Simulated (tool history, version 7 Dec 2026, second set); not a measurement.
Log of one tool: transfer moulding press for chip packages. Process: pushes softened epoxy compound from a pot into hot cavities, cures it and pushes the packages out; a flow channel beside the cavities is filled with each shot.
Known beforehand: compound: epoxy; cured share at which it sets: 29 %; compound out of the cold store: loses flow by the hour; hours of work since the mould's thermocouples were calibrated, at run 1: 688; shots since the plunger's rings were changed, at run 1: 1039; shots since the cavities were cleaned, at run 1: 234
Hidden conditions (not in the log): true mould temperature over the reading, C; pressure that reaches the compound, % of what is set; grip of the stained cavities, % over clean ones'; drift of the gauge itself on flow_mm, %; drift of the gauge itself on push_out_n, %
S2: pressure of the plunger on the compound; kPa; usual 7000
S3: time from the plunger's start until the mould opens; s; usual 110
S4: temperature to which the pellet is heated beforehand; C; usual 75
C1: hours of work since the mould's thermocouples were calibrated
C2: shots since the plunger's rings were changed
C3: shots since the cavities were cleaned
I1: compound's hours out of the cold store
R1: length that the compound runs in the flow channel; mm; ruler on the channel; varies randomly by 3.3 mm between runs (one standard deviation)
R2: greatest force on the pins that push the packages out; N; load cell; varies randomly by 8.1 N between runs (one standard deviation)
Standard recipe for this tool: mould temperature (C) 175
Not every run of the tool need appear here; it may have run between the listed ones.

{"run": 1, "hour": 0.0, "mould temperature (C)": 175, "S2": 7000, "S3": 110, "S4": 75, "C1": 688, "C2": 1039, "C3": 234, "I1": 20.8, "R1": 669, "R2": 461}
{"hour": 37.5, "done": "cavities cleaned with cleaning compound and waxed"}
{"run": 2, "hour": 50.4, "mould temperature (C)": 175, "S2": 7000, "S3": 110, "S4": 75, "C1": 723, "C2": 1634, "C3": 157, "I1": 26.6, "R1": 646, "R2": 457}
{"hour": 94.3, "done": "cavities cleaned with cleaning compound and waxed"}
{"run": 3, "hour": 130.8, "mould temperature (C)": 175, "S2": 7000, "S3": 110, "S4": 75, "C1": 780, "C2": 2594, "C3": 444, "I1": 12.8, "R1": 675, "R2": 544}
{"hour": 153.2, "done": "cavities cleaned with cleaning compound and waxed"}
{"run": 4, "hour": 179.1, "mould temperature (C)": 175, "S2": 7000, "S3": 110, "S4": 75, "C1": 814, "C2": 3162, "C3": 314, "I1": 41.6, "R1": 592, "R2": 473}
{"hour": 208.9, "done": "plunger's sealing rings changed"}
{"hour": 210.4, "done": "cavities cleaned with cleaning compound and waxed"}
{"hour": 227.8, "done": "mould's thermocouples calibrated"}
{"run": 5, "hour": 246.6, "mould temperature (C)": 179, "S2": 7000, "S3": 110, "S4": 75, "C1": 14, "C2": 416, "C3": 416, "I1": 41.3, "R1": 618, "R2": 384}
{"hour": 272.7, "done": "cavities cleaned with cleaning compound and waxed"}
{"run": 6, "hour": 289.2, "mould temperature (C)": 179, "S2": 7000, "S3": 110, "S4": 75, "C1": 44, "C2": 916, "C3": 201, "I1": 26.1, "R1": 650, "R2": 359}
{"hour": 328.9, "done": "cavities cleaned with cleaning compound and waxed"}
{"run": 7, "hour": 331.0, "mould temperature (C)": 179, "S2": 7000, "S3": 110, "S4": 75, "C1": 73, "C2": 1405, "C3": 25, "I1": 27.8, "R1": 636, "R2": 296}
{"hour": 383.5, "done": "cavities cleaned with cleaning compound and waxed"}
{"run": 8, "hour": 408.7, "mould temperature (C)": 175, "S2": 5430, "S3": 110, "S4": 75, "C1": 128, "C2": 2332, "C3": 307, "I1": 23.9, "R1": 567, "R2": 419}
{"hour": 444.3, "done": "cavities cleaned with cleaning compound and waxed"}
{"run": 9, "hour": 474.4, "mould temperature (C)": 175, "S2": 5430, "S3": 110, "S4": 75, "C1": 175, "C2": 3113, "C3": 367, "I1": 29.3, "R1": 548, "R2": 458}
{"hour": 504.5, "done": "cavities cleaned with cleaning compound and waxed"}
{"hour": 514.5, "done": "plunger's sealing rings changed"}
{"run": 10, "hour": 532.2, "mould temperature (C)": 175, "S2": 5430, "S3": 110, "S4": 75, "C1": 214, "C2": 215, "C3": 306, "I1": 34, "R1": 569, "R2": 440}
{"hour": 565.0, "done": "cavities cleaned with cleaning compound and waxed"}
{"run": 11, "hour": 607.2, "mould temperature (C)": 175, "S2": 7000, "S3": 110, "S4": 75, "C1": 267, "C2": 1109, "C3": 513, "I1": 9.4, "R1": 696, "R2": 499}
{"hour": 625.7, "done": "cavities cleaned with cleaning compound and waxed"}
{"hour": 683.4, "done": "cavities cleaned with cleaning compound and waxed"}
{"run": 12, "hour": 688.2, "mould temperature (C)": 175, "S2": 7000, "S3": 110, "S4": 73, "C1": 324, "C2": 2058, "C3": 58, "I1": 28.4, "R1": 635, "R2": 343}
{"run": 13, "hour": 730.3, "mould temperature (C)": 175, "S2": 7000, "S3": 110, "S4": 73, "C1": 355, "C2": 2570, "C3": 570, "I1": 38.9, "R1": 607, "R2": 488}
{"hour": 739.0, "done": "cavities cleaned with cleaning compound and waxed"}
{"hour": 796.1, "done": "cavities cleaned with cleaning compound and waxed"}
{"hour": 810.1, "done": "plunger's sealing rings changed"}
{"run": 14, "hour": 810.1, "mould temperature (C)": 173, "S2": 6370, "S3": 110, "S4": 72, "C1": 409, "C2": 0, "C3": 140, "I1": 18.4, "R1": 659, "R2": 478}
{"hour": 854.7, "done": "cavities cleaned with cleaning compound and waxed"}
{"run": 15, "hour": 882.1, "mould temperature (C)": 174, "S2": 7210, "S3": 140, "S4": 67, "C1": 460, "C2": 857, "C3": 333, "I1": 43.7, "R1": 625, "R2": 358}
{"hour": 909.4, "done": "cavities cleaned with cleaning compound and waxed"}
{"run": 16, "hour": 936.4, "mould temperature (C)": 175, "S2": 7970, "S3": 110, "S4": 83, "C1": 498, "C2": 1500, "C3": 329, "I1": 18.3, "R1": 713, "R2": 458}
{"hour": 969.3, "done": "cavities cleaned with cleaning compound and waxed"}
{"run": 17, "hour": 994.4, "mould temperature (C)": 175, "S2": 5680, "S3": 110, "S4": 75, "C1": 539, "C2": 2186, "C3": 305, "I1": 11.6, "R1": 611, "R2": 466}
{"hour": 1026.2, "done": "cavities cleaned with cleaning compound and waxed"}
{"run": 18, "hour": 1077.1, "mould temperature (C)": 182, "S2": 8190, "S3": 110, "S4": 82, "C1": 598, "C2": 3174, "C3": 620, "I1": 46.7, "R1": 614, "R2": 388}
{"hour": 1083.7, "done": "cavities cleaned with cleaning compound and waxed"}
{"hour": 1106.0, "done": "plunger's sealing rings changed"}
{"run": 19, "hour": 1127.2, "mould temperature (C)": 175, "S2": 5830, "S3": 110, "S4": 78, "C1": 632, "C2": 258, "C3": 499, "I1": 21.7, "R1": 609, "R2": 511}
{"hour": 1145.6, "done": "cavities cleaned with cleaning compound and waxed"}
{"run": 20, "hour": 1164.2, "mould temperature (C)": 175, "S2": 7000, "S3": 110, "S4": 69, "C1": 658, "C2": 690, "C3": 225, "I1": 21.1, "R1": 672, "R2": 455}
{"hour": 1200.9, "done": "cavities cleaned with cleaning compound and waxed"}
{"run": 21, "hour": 1218.8, "mould temperature (C)": 175, "S2": 7140, "S3": 146, "S4": 76, "C1": 696, "C2": 1336, "C3": 217, "I1": 40.3, "R1": 622, "R2": 321}
{"hour": 1256.0, "done": "cavities cleaned with cleaning compound and waxed"}
{"run": 22, "hour": 1289.4, "mould temperature (C)": 175, "S2": 7140, "S3": 146, "S4": 76, "C1": 746, "C2": 2177, "C3": 407, "I1": 39.8, "R1": 613, "R2": 369}
{"hour": 1315.0, "done": "cavities cleaned with cleaning compound and waxed"}
{"run": 23, "hour": 1349.9, "mould temperature (C)": 175, "S2": 7140, "S3": 146, "S4": 76, "C1": 789, "C2": 2894, "C3": 425, "I1": 44.3, "R1": 593, "R2": 352}
{"hour": 1371.3, "done": "cavities cleaned with cleaning compound and waxed"}
{"hour": 1402.2, "done": "plunger's sealing rings changed"}
{"run": 24, "hour": 1419.8, "mould temperature (C)": 179, "S2": 7000, "S3": 110, "S4": 69, "C1": 837, "C2": 213, "C3": 560, "I1": 45.7, "R1": 610, "R2": 421}

Forecast run 25:
{"hour": 1428.3, "done": "cavities cleaned with cleaning compound and waxed"}
{"hour": 1435.2, "done": "mould's thermocouples calibrated"}
{"run": 25, "hour": 1460.9, "mould temperature (C)": 179, "S2": 7000, "S3": 110, "S4": 70, "C1": 19, "C2": 671, "C3": 372, "I1": 24.9, "R1": "?", "R2": "?"}

R1: 648 mm
R2: 382 N
Minus the tool's unlogged condition, the same run would have read R1 658 mm, R2 290 N.

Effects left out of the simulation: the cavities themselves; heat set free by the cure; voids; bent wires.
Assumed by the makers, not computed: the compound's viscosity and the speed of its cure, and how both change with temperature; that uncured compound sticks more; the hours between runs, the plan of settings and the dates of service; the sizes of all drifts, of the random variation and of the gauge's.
